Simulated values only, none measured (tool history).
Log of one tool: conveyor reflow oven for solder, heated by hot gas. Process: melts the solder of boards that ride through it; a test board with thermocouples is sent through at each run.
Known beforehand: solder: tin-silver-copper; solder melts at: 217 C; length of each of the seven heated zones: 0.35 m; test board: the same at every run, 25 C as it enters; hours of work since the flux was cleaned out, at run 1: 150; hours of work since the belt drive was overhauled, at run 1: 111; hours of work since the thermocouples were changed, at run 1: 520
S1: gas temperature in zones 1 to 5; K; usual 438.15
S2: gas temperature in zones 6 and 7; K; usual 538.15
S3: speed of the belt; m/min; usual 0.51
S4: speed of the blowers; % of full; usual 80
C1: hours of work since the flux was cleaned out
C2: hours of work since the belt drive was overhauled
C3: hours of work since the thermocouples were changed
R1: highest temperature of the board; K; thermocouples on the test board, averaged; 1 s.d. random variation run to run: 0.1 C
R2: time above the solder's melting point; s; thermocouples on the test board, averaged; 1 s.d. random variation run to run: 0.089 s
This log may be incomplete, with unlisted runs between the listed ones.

run 1 hour=0.0 | S1=438.15 S2=538.15 S3=0.51 S4=80 | C1=150 C2=111 C3=520 | R1=521.25 R2=55.54
run 2 hour=14.3 | S1=438.15 S2=540.15 S3=0.51 S4=80 | C1=160 C2=121 C3=531 | R1=522.95 R2=56.85
run 3 hour=23.0 | S1=438.15 S2=538.15 S3=0.51 S4=80 | C1=167 C2=128 C3=537 | R1=521.25 R2=55.28
run 4 hour=42.7 | S1=438.15 S2=538.15 S3=0.51 S4=80 | C1=181 C2=142 C3=552 | R1=521.15 R2=55.18
run 5 hour=60.9 | S1=438.15 S2=538.15 S3=0.51 S4=80 | C1=195 C2=156 C3=565 | R1=520.95 R2=55.25
run 6 hour=74.9 | S1=438.15 S2=538.15 S3=0.51 S4=58 | C1=205 C2=166 C3=575 | R1=516.15 R2=48.69
run 7 hour=85.0 | S1=438.15 S2=538.15 S3=0.51 S4=58 | C1=213 C2=174 C3=583 | R1=516.05 R2=48.66
run 8 hour=103.1 | S1=438.15 S2=538.15 S3=0.51 S4=75 | C1=226 C2=187 C3=596 | R1=519.75 R2=53.84
-- hour=113.9 flux residue cleaned out of gas plates and filters
run 9 hour=124.5 | S1=438.15 S2=538.15 S3=0.51 S4=75 | C1=8 C2=199 C3=608 | R1=520.65 R2=55.18
run 10 hour=139.7 | S1=438.15 S2=538.15 S3=0.51 S4=75 | C1=19 C2=210 C3=620 | R1=520.95 R2=55.24
run 11 hour=148.4 | S1=438.15 S2=538.15 S3=0.51 S4=75 | C1=26 C2=217 C3=626 | R1=520.85 R2=55.13
-- hour=154.4 thermocouples of zones 6 and 7 changed
run 12 hour=164.9 | S1=438.15 S2=538.15 S3=0.51 S4=59 | C1=36 C2=227 C3=8 | R1=518.45 R2=51.74
run 13 hour=180.0 | S1=438.15 S2=538.15 S3=0.51 S4=59 | C1=47 C2=239 C3=19 | R1=518.35 R2=51.61
run 14 hour=199.6 | S1=438.15 S2=538.15 S3=0.51 S4=59 | C1=62 C2=253 C3=33 | R1=518.25 R2=51.57
run 15 hour=214.2 | S1=437.15 S2=538.15 S3=0.51 S4=80 | C1=73 C2=264 C3=44 | R1=522.95 R2=56.57
run 16 hour=223.5 | S1=441.15 S2=538.15 S3=0.51 S4=53 | C1=80 C2=271 C3=51 | R1=517.05 R2=50.66

Forecast run 17:
run 17 hour=240.1 | S1=452.15 S2=536.15 S3=0.51 S4=81 | C1=92 C2=283 C3=63 | R1=? R2=?

{"run 17": {"R1": 523.15, "R2": 63.19}}
Take away the tool's hidden state, keep the run-to-run variation as it was, and the same run would have given R1 523.45 K, R2 63.26 s.
